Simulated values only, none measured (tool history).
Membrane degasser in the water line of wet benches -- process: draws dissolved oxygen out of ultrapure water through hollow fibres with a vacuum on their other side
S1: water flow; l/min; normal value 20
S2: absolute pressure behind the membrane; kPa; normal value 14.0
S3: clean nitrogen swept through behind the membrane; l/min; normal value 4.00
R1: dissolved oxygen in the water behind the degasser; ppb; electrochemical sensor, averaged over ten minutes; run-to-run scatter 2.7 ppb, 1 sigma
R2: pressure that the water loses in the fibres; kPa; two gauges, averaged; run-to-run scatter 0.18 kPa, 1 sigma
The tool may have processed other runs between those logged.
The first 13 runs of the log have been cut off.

run	hour	S1	S2	S3	R1	R2
14	525.7	20	14.0	4.00	272.5	32.70
15	575.4	20	14.0	4.00	276.9	32.75
16	606.6	20	14.0	4.00	280.7	32.78
17	654.9	12	14.0	4.00	99.0	19.67
18	689.8	20	11.6	4.55	236.9	32.64
19	725.7	20	11.6	4.55	238.6	32.27
20	768.9	20	21.0	4.00	356.0	32.82
21	797.8	21	14.0	4.43	296.9	34.46
22	836.6	21	14.0	4.43	296.8	34.44
23	866.4	17	14.7	3.31	228.4	27.83
24	908.4	17	14.7	3.31	222.4	28.04
25	951.4	17	11.5	10.05	117.2	27.82

Estimate the outcome of run 26 from the log above:
26	1004.7	17	9.2	5.43	?	?

{"run 26": {"R1": 131.6, "R2": 27.98}}
Were there no unlogged condition in the tool, this run, its random variation unchanged, would have produced R1 122.5 ppb, R2 27.49 kPa.
